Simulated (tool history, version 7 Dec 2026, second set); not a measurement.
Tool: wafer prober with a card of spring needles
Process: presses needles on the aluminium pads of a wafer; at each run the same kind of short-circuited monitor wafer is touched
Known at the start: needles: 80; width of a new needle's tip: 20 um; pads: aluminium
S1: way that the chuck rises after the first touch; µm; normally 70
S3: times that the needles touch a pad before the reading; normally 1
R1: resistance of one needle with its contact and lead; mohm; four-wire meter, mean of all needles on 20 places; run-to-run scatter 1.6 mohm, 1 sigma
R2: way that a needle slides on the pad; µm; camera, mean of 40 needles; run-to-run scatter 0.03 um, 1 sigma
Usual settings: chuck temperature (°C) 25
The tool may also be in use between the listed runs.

run 1 hour=0 | S1=70 chuck_temperature_(°C)=25 S3=1 | R1=151 R2=18.63
-- hour=3.1 tips cleaned on abrasive film
-- hour=3.9 height of the first contact set anew
run 2 hour=7.2 | S1=70 chuck_temperature_(°C)=25 S3=1 | R1=149 R2=18.6
-- hour=7.9 tips cleaned on abrasive film
-- hour=12.7 tips cleaned on abrasive film
run 3 hour=16.3 | S1=70 chuck_temperature_(°C)=25 S3=1 | R1=148 R2=18.59
-- hour=17.3 tips cleaned on abrasive film
-- hour=22 tips cleaned on abrasive film
run 4 hour=24.1 | S1=70 chuck_temperature_(°C)=25 S3=1 | R1=151 R2=18.63
-- hour=26.9 tips cleaned on abrasive film
-- hour=31.7 tips cleaned on abrasive film
run 5 hour=31.7 | S1=70 chuck_temperature_(°C)=25 S3=1 | R1=149 R2=18.61
run 6 hour=35.8 | S1=70 chuck_temperature_(°C)=25 S3=1 | R1=148 R2=18.67
-- hour=36.4 tips cleaned on abrasive film
-- hour=41.2 tips cleaned on abrasive film
run 7 hour=43.9 | S1=70 chuck_temperature_(°C)=25 S3=1 | R1=149 R2=18.68
-- hour=45.9 tips cleaned on abrasive film
-- hour=50.7 tips cleaned on abrasive film
run 8 hour=52.1 | S1=70 chuck_temperature_(°C)=122 S3=1 | R1=168 R2=18.7
-- hour=55.6 tips cleaned on abrasive film
run 9 hour=57.7 | S1=70 chuck_temperature_(°C)=25 S3=1 | R1=146 R2=18.7
-- hour=60.5 tips cleaned on abrasive film
run 10 hour=62 | S1=70 chuck_temperature_(°C)=25 S3=1 | R1=148 R2=18.64
-- hour=65.4 tips cleaned on abrasive film
-- hour=70.2 tips cleaned on abrasive film
run 11 hour=70.2 | S1=70 chuck_temperature_(°C)=25 S3=1 | R1=146 R2=18.69
-- hour=75.2 tips cleaned on abrasive film
run 12 hour=77 | S1=70 chuck_temperature_(°C)=25 S3=1 | R1=149 R2=18.69
-- hour=80 tips cleaned on abrasive film
run 13 hour=83.8 | S1=70 chuck_temperature_(°C)=25 S3=1 | R1=150 R2=18.71
-- hour=85 tips cleaned on abrasive film
-- hour=89.6 tips cleaned on abrasive film
run 14 hour=91.2 | S1=70 chuck_temperature_(°C)=25 S3=1 | R1=149 R2=18.71
-- hour=94.1 tips cleaned on abrasive film
run 15 hour=96.6 | S1=70 chuck_temperature_(°C)=25 S3=1 | R1=150 R2=18.66
-- hour=98.9 tips cleaned on abrasive film
run 16 hour=102.2 | S1=70 chuck_temperature_(°C)=25 S3=1 | R1=148 R2=18.75
-- hour=104 tips cleaned on abrasive film
-- hour=108.8 tips cleaned on abrasive film
run 17 hour=110.6 | S1=70 chuck_temperature_(°C)=25 S3=1 | R1=148 R2=18.67
-- hour=111.7 height of the first contact set anew
-- hour=113.6 tips cleaned on abrasive film
-- hour=118.6 tips cleaned on abrasive film
run 18 hour=118.8 | S1=53 chuck_temperature_(°C)=51 S3=2 | R1=156 R2=14.17
-- hour=123.8 tips cleaned on abrasive film
run 19 hour=127.6 | S1=70 chuck_temperature_(°C)=38 S3=1 | R1=150 R2=18.74
-- hour=128.3 tips cleaned on abrasive film
-- hour=133 tips cleaned on abrasive film
run 20 hour=136.9 | S1=84 chuck_temperature_(°C)=25 S3=2 | R1=147 R2=22.52
-- hour=137.6 tips cleaned on abrasive film
-- hour=142.2 tips cleaned on abrasive film
run 21 hour=146.5 | S1=61 chuck_temperature_(°C)=38 S3=2 | R1=154 R2=16.37
-- hour=147.1 tips cleaned on abrasive film
-- hour=151.6 tips cleaned on abrasive film
run 22 hour=154.5 | S1=80 chuck_temperature_(°C)=78 S3=1 | R1=155 R2=21.5
-- hour=156.1 tips cleaned on abrasive film
run 23 hour=160.2 | S1=80 chuck_temperature_(°C)=78 S3=1 | R1=156 R2=21.43
-- hour=161.2 tips cleaned on abrasive film
-- hour=165.7 tips cleaned on abrasive film
run 24 hour=169.8 | S1=84 chuck_temperature_(°C)=78 S3=1 | R1=156 R2=22.58
-- hour=170.5 tips cleaned on abrasive film
-- hour=175.2 tips cleaned on abrasive film
run 25 hour=177 | S1=70 chuck_temperature_(°C)=80 S3=1 | R1=158 R2=18.84
-- hour=179.7 tips cleaned on abrasive film
run 26 hour=183.4 | S1=70 chuck_temperature_(°C)=31 S3=2 | R1=151 R2=18.87

Run 27 has not been measured yet. What should we expect?
-- hour=184.3 tips cleaned on abrasive film
-- hour=189.1 tips cleaned on abrasive film
run 27 hour=189.9 | S1=70 chuck_temperature_(°C)=31 S3=2 | R1=? R2=?

R1: 151 mohm
R2: 18.77 µm
On a tool with no hidden condition, and with the same random variation, this run would have come out at R1 151 mohm, R2 18.55 µm.

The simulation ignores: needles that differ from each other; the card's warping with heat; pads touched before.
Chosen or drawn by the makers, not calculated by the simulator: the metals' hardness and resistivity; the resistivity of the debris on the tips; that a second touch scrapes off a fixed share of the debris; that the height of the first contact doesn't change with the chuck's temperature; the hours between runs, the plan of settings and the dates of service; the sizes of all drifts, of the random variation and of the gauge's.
